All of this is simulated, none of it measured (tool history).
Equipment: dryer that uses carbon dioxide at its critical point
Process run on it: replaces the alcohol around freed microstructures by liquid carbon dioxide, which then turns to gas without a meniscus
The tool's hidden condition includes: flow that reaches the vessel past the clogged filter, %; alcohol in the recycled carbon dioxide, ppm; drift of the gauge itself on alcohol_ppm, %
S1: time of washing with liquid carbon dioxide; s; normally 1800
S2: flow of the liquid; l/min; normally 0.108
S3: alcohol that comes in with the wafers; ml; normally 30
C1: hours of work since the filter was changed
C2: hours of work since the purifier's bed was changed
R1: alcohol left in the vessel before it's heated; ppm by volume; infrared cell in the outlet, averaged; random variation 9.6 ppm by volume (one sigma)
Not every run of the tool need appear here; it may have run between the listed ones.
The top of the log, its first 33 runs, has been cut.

run,hour,S1,S2,S3,C1,C2,R1
34,382.8,1200,0.076,30,135,247,8116
35,392.7,1200,0.076,117,139,252,31141
36,408.8,1200,0.076,117,147,260,31068
37,419.3,1140,0.075,111,152,265,34150
38,432.8,2580,0.078,30,158,271,781
39,440.9,1140,0.092,56,162,275,11120
40,450.8,1200,0.097,76,167,280,11481
41,458.8,2640,0.108,84,171,283,368

Branching from run 41: 5 alternative next runs. What would each branch give?
A,467.9,1260,0.131,30,175,288,?
B,467.9,1140,0.181,34,175,288,?
C,467.9,1200,0.104,112,175,288,?
D,467.9,1140,0.123,21,175,288,?
E,467.9,1260,0.072,106,175,288,?

run,R1
A,1531
B,692
C,14009
D,1883
E,28782
With the hidden condition removed and each run's random variation left untouched, the same runs would have given:
run,R1
A,1050
B,412
C,10864
D,1370
E,24030
